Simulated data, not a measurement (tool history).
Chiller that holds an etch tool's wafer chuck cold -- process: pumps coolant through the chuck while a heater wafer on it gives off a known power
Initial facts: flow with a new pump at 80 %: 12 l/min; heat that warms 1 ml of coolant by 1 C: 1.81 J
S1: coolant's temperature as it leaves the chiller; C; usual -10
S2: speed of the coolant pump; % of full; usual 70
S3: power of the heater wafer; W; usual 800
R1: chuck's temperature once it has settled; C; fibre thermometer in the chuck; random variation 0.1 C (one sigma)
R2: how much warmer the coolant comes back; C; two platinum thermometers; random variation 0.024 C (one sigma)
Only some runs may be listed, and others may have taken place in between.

run    hour   S1  S2    S3     R1    R2
  1       0  -10  70   800   -3.9  2.52
  2    25.5  -15  70   800   -8.8  2.51
  3    49.3  -15  70   800   -9.1  2.55
  4    72.3  -15  70   800     -9  2.52
  5   116.9  -16  70   800  -10.2  2.53
  6   147.5  -10  99   800   -5.1  1.75
  7   190.3  -10  70   800   -3.7  2.51
  8   236.9  -10  70   800   -3.9  2.53
  9   272.2  -10  70   800   -3.9  2.48
 10   318.2  -10  70   800     -4  2.47
 11   356.5  -10  70   800   -3.8   2.5
 12   390.1  -10  94   800     -5  1.81
 13   413.1  -10  79   800   -4.4  2.16
 14   445.2  -10  79   800   -4.3  2.17
 15   486.8  -10  79   800   -4.3  2.18
 16   525.8  -10  70   800   -3.9  2.45
 17   571.9  -10  70   423   -6.8  1.29
 18   613.2  -18  74   423    -15  1.16
 19   665.8   -1  80   407    1.9     1
 20   695.6   -1  80   407      2  0.99
 21   719.4  -10  86  1175     -2  2.89
 22   752.5  -10  86  1175   -2.4  2.89
 23   780.6  -10  86  1175   -2.2  2.89
 24   805.9   -9  91   706   -4.3  1.58
 25   847.5   -7  91   639   -2.8  1.43
 26   883.8   -7  91   639     -3  1.46
 27   914.3   -4  92   639      0  1.35
 28     949   -4  95   800      1  1.73
 29   993.3  -16  95   446  -13.3  0.85
 30  1028.8   -1  70   800    5.2  2.53
 31  1063.3   -1  98   875    4.4  1.95
 32  1102.8  -15  85   800   -9.7  2.07

Missing from the log above: 2 entries noted between runs. For each, name the pair of listed runs it sits between and say how the tool's hidden condition differs from the listed run just before to the listed run just after:
After run 16, before run 17: chiller's thermometer calibrated (hour 539.9)
  coolant's true temperature over the reading, C: 0.02 -> 0
  measured value less the no-hidden-state value, R2: -0.08 -> -0.09 C
After run 29, before run 30: gauge calibrated (hour 1015.3)
  drift of the gauge itself on warmer_back_c, C: -0.14 -> 0
  measured value less the no-hidden-state value, R2: -0.14 -> +0 C
